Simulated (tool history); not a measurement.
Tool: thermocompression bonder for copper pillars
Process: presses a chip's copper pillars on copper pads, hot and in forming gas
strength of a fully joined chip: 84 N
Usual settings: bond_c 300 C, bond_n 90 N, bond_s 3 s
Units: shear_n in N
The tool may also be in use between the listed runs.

| run | hour | bond_c | bond_n | bond_s | shear_n |
|---|---|---|---|---|---|
| 1 | 0 | 300 | 90 | 3 | 49.3 |
| 2 | 35.9 | 300 | 90 | 3 | 48.7 |
| 3 | 71 | 300 | 90 | 7 | 62.8 |
| 4 | 99.5 | 300 | 90 | 7 | 60.9 |
| 5 | 125 | 294 | 90 | 3 | 46 |
| 6 | 166.1 | 300 | 74 | 3 | 44.2 |
| 7 | 188.7 | 300 | 78 | 3 | 44.9 |
| 8 | 223.9 | 300 | 90 | 3 | 47.8 |
| 9 | 272.6 | 300 | 90 | 3 | 47.6 |
| 10 | 311.4 | 300 | 90 | 3 | 48.1 |
| 11 | 344.2 | 300 | 90 | 3 | 46.8 |
| 12 | 370.3 | 300 | 90 | 3 | 47.3 |
| 13 | 418.2 | 300 | 90 | 3 | 44.9 |
| 14 | 458.4 | 300 | 90 | 4 | 50.6 |
| 15 | 479.9 | 310 | 129 | 2 | 55.1 |
|  | 489.5 | forming gas filter changed |
| 16 | 515.9 | 300 | 102 | 3 | 52 |
| 17 | 559.5 | 300 | 102 | 3 | 53 |
|  | 564.3 | force cell calibrated |
| 18 | 597.8 | 330 | 66 | 3 | 57.6 |
| 19 | 633.3 | 324 | 66 | 3 | 52.9 |
| 20 | 671.4 | 295 | 71 | 2 | 33.8 |
| 21 | 704.5 | 277 | 71 | 3 | 28.5 |
| 22 | 726.7 | 291 | 134 | 3 | 52.5 |
|  | 770.2 | force cell calibrated, once more |
| 23 | 770.2 | 274 | 96 | 6 | 45.1 |
| 24 | 795.3 | 274 | 96 | 6 | 44.9 |
| 25 | 830.9 | 312 | 118 | 6 | 70.6 |
| 26 | 862.7 | 291 | 80 | 3 | 38.8 |
| 27 | 909.7 | 308 | 109 | 2 | 50.8 |

5 ways to go on from here, each from the tool as it stands after run 27. What would each give?
| A | 938.3 | 273 | 115 | 8 | ? |
| B | 938.3 | 300 | 61 | 2 | ? |
| C | 938.3 | 277 | 89 | 3 | ? |
| D | 938.3 | 300 | 71 | 3 | ? |
| E | 938.3 | 302 | 67 | 3 | ? |

| run | shear_n |
|---|---|
| A | 51.2 |
| B | 32.2 |
| C | 33 |
| D | 40.9 |
| E | 41 |
Without the tool's hidden state the same runs would have given:
| run | shear_n |
|---|---|
| A | 58.7 |
| B | 37.5 |
| C | 38.6 |
| D | 47.2 |
| E | 47.2 |
